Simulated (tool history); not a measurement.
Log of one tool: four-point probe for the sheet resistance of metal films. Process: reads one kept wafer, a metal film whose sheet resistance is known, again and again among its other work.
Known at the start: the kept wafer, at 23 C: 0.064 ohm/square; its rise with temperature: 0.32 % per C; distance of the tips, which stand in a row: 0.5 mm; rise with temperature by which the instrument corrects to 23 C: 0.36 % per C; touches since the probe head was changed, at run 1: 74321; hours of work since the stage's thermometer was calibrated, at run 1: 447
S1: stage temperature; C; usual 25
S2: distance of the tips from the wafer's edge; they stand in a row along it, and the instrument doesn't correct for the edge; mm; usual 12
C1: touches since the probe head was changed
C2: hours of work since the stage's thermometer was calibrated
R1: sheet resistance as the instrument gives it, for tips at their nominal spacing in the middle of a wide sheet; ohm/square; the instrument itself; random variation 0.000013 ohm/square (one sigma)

run	day	S1	S2	C1	C2	R1
1	0	25	12	74321	447	0.064631
2	1.812	25	12	75431	466	0.064633
3	2.904	25	12	76097	477	0.064617
4	4.308	25	12	76958	491	0.064646
5	5.521	25	12	77699	504	0.064638
6	6.779	25	12	78467	517	0.064643
7	8.954	25	12	79799	539	0.064645
8	10.5	25	7	80744	555	0.06477
9	11.917	28	7	81611	569	0.064686
10	13.138	23	12	82357	582	0.06471
11	14.946	23	12	83463	600	0.064734
12	16.425	25	3	84369	616	0.065565
13	18.217	25	12	85466	634	0.064687
14	19.725	25	12	86388	650	0.064705
15	21.921	25	12	87729	672	0.064695
16	23.962	25	12	88979	693	0.064688
17	25.392	25	12	89852	708	0.064703
18	27.083	25	12	90889	725	0.064728
19	29.358	25	12	92280	748	0.064723
20	31.296	25	4	93465	768	0.065195
21	32.775	25	12	94370	783	0.064735
22	34.129	25	30	95199	797	0.06469
23	36.408	33	41	96593	821	0.064475
24	38.054	23	17	97599	837	0.064763
25	40.175	23	17	98897	859	0.064765
# day 40.288: stage's thermometer calibrated
26	41.979	20	29	99988	17	0.064838
27	44.046	27	4	101252	39	0.065178
28	45.229	31	26	101976	51	0.064566
29	46.292	27	18	102625	62	0.064694
30	47.821	22	11	103561	77	0.064852
31	50.154	30	42	104987	101	0.064604
32	51.696	30	42	105931	117	0.064601
33	52.746	30	42	106573	128	0.064611
# day 52.946: stage's thermometer calibrated, once more
34	54.754	24	3	107788	19	0.06578
35	56.917	21	12	109111	41	0.064966
36	58.608	22	12	110145	58	0.06495
# day 58.842: new probe head fitted
37	60.229	22	7	851	74	0.063781
38	61.296	18	18	1503	85	0.063749
39	62.821	21	12	2436	101	0.063721
40	63.917	20	50	3104	112	0.063674
41	65.062	25	11	3807	124	0.063632
42	66.358	26	9	4598	137	0.06361
43	67.638	26	9	5382	150	0.063641
44	69.725	18	6	6658	172	0.063997

Measured less the same run without the tool's hidden state. The same run-to-run variation is in both; the gauge's scatter may not be:
The hidden state here: inner tips' distance over the nominal, %; tips' flats over new ones', %; wafer's true temperature over the reading, C; drift of the gauge itself on sheet_ohm, %.
run	R1
1	+0.000617
2	+0.000623
3	+0.000626
4	+0.000632
5	+0.000635
6	+0.00064
7	+0.000647
8	+0.000653
9	+0.000658
10	+0.000661
11	+0.000667
12	+0.000681
13	+0.000679
14	+0.000684
15	+0.000691
16	+0.000696
17	+0.000702
18	+0.000708
19	+0.000716
20	+0.000728
21	+0.000728
22	+0.000732
23	+0.000738
24	+0.000747
25	+0.000754
26	+0.000755
27	+0.000767
28	+0.000765
29	+0.000769
30	+0.000776
31	+0.000781
32	+0.000786
33	+0.000789
34	+0.000868
35	+0.000866
36	+0.000871
37	-0.000416
38	-0.000411
39	-0.000406
40	-0.000403
41	-0.000399
42	-0.000394
43	-0.000389
44	-0.000384
